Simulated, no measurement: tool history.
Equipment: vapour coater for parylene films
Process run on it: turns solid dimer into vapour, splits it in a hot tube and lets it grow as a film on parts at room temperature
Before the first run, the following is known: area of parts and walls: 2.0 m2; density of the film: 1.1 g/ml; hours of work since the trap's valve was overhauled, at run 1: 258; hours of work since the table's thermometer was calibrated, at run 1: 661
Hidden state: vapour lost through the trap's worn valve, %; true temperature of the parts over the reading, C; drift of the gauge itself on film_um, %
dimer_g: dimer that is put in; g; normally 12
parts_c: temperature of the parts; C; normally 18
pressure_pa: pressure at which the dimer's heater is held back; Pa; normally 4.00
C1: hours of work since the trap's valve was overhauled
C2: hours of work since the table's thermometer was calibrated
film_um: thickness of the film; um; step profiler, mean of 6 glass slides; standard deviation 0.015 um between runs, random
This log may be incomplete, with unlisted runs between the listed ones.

Run 1, hour 0.0: usual settings; C1 258; C2 661. Result: film_um 2.34 um.
Run 2, hour 62.1: usual settings; C1 292; C2 695. Result: film_um 2.33 um.
Run 3, hour 126.8: usual settings but parts_c 13 C; C1 327; C2 730. Result: film_um 2.91 um.
At hour 193.8: trap's valve overhauled.
Run 4, hour 193.8: usual settings but pressure_pa 4.76 Pa; C1 0; C2 764. Result: film_um 2.50 um.
Run 5, hour 233.3: usual settings but pressure_pa 4.76 Pa; C1 21; C2 786. Result: film_um 2.48 um.
Run 6, hour 307.6: usual settings but pressure_pa 4.76 Pa; C1 62; C2 826. Result: film_um 2.47 um.
Run 7, hour 338.0: usual settings; C1 78; C2 843. Result: film_um 2.49 um.
Run 8, hour 371.2: usual settings; C1 96; C2 861. Result: film_um 2.52 um.
Run 9, hour 403.4: usual settings; C1 114; C2 878. Result: film_um 2.49 um.
Run 10, hour 471.8: usual settings but dimer_g 15 g, parts_c 24 C; C1 151; C2 915. Result: film_um 2.32 um.
Run 11, hour 535.7: usual settings but dimer_g 15 g, parts_c 24 C; C1 185; C2 950. Result: film_um 2.30 um.
Run 12, hour 588.8: usual settings but dimer_g 16 g, parts_c 19 C; C1 214; C2 979. Result: film_um 3.07 um.
Run 13, hour 647.7: usual settings but dimer_g 16 g, parts_c 19 C; C1 246; C2 1010. Result: film_um 3.05 um.
Run 14, hour 693.2: usual settings but dimer_g 17 g, parts_c 26 C, pressure_pa 2.46 Pa; C1 271; C2 1035. Result: film_um 2.45 um.
Run 15, hour 762.4: usual settings but dimer_g 17 g, parts_c 26 C, pressure_pa 2.46 Pa; C1 308; C2 1073. Result: film_um 2.40 um.

For some of the steps in film_um from one run to the next: how much would appear even if the tool had no hidden state, given the settings, what came in and random variation, and how much remains for the hidden state plus any gauge scatter that the measured result and the result without hidden state don't share?
Run 3 -> 4: parts_c 13 -> 18, pressure_pa 4.00 -> 4.76, trap's valve overhauled. film_um -0.41 um: hidden state +0.32, all else -0.73.
Run 11 -> 12: dimer_g 15 -> 16, parts_c 24 -> 19. film_um +0.77 um: hidden state -0.07, all else +0.84.

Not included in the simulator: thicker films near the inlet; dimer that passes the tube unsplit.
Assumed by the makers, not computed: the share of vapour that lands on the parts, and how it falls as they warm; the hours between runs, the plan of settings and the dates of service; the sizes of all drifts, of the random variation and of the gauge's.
